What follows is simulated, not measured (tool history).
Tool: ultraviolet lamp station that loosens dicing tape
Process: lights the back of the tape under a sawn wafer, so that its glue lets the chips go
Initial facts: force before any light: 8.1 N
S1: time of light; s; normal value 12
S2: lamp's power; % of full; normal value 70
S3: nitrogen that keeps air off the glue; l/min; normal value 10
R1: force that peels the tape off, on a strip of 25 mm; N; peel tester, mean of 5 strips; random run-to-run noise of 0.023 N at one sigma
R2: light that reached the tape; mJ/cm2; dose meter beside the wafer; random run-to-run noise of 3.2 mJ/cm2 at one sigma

run,hour,S1,S2,S3,R1,R2
1,0.0,12,70,10,2.009,352
2,41.4,12,70,10,1.993,344
3,75.1,12,70,7,2.349,339
4,123.9,11,70,10,2.417,303
5,170.5,12,61,10,2.502,285
# hour 174.7: lamp changed
# hour 191.0: window cleaned of glue's vapour
6,224.0,12,70,17,0.956,486
7,271.0,12,70,10,1.207,469
8,319.3,12,70,10,1.311,468
9,360.4,12,70,10,1.279,466
10,390.6,12,78,10,1.061,503
11,440.4,12,81,10,1.038,518
12,489.6,12,81,10,1.081,511
13,523.7,12,81,10,1.127,502
14,557.3,20,81,10,0.355,817
15,590.4,16,81,10,0.648,643
16,624.6,16,81,10,0.640,639
17,670.7,16,81,10,0.680,633
18,701.1,16,81,10,0.702,630
19,752.8,16,81,10,0.721,614
20,777.3,16,81,10,0.714,613
21,827.3,10,68,13,2.115,316

Run 22 is up next; what results do you expect?
22,852.3,10,68,13,?,?

Run 22 yielded R1 2.132 N, R2 310 mJ/cm2.
With the hidden condition absent and the run-to-run variation left alone, this run would have shown R1 1.491 N, R2 397 mJ/cm2.

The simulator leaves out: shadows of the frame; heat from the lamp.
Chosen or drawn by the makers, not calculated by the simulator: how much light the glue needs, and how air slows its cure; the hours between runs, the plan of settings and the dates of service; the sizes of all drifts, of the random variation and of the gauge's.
